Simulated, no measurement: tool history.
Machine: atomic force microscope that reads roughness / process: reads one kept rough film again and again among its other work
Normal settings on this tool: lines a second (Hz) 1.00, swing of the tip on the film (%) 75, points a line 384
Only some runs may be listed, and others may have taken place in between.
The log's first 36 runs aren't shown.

run	hour	lines a second (Hz)	swing of the tip on the film (%)	points a line	pictures with this tip	hours of work since the height scale was calibrated	roughness of the kept film (nm (root mean square))
37	550.1	2.86	59	1013	61	279	1.673
38	563.8	2.86	59	1013	73	285	1.663
39	572.6	0.61	59	937	80	289	1.737
40	586.4	0.61	66	881	92	295	1.708
41	595.9	1.01	76	791	101	299	1.626
42	610.9	1.00	57	941	113	305	1.693
43	621.7	2.45	68	1021	123	310	1.559
44	630.5	2.45	68	1021	131	313	1.559
45	651.2	2.12	68	1021	148	322	1.554
46	668.1	1.00	84	676	163	329	1.515
47	679.1	0.50	75	327	173	334	1.596
48	697.0	1.00	56	310	188	341	1.604
49	712.4	1.36	75	970	201	348	1.502
50	732.0	1.36	75	335	218	356	1.485
51	740.5	0.78	63	545	226	359	1.579
52	749.2	2.90	76	444	233	363	1.359

4 options for the next run, each taken on its own from the tool as it stands now. Forecast them:
A	760.6	2.90	60	444	243	368	?
B	760.6	3.20	76	541	243	368	?
C	760.6	2.83	76	898	243	368	?
D	760.6	2.90	75	532	243	368	?

run	roughness of the kept film (nm (root mean square))
A	1.476
B	1.324
C	1.353
D	1.362
With the hidden condition removed and each run's random variation left untouched, the same runs would have given:
run	roughness of the kept film (nm (root mean square))
A	1.731
B	1.553
C	1.586
D	1.597
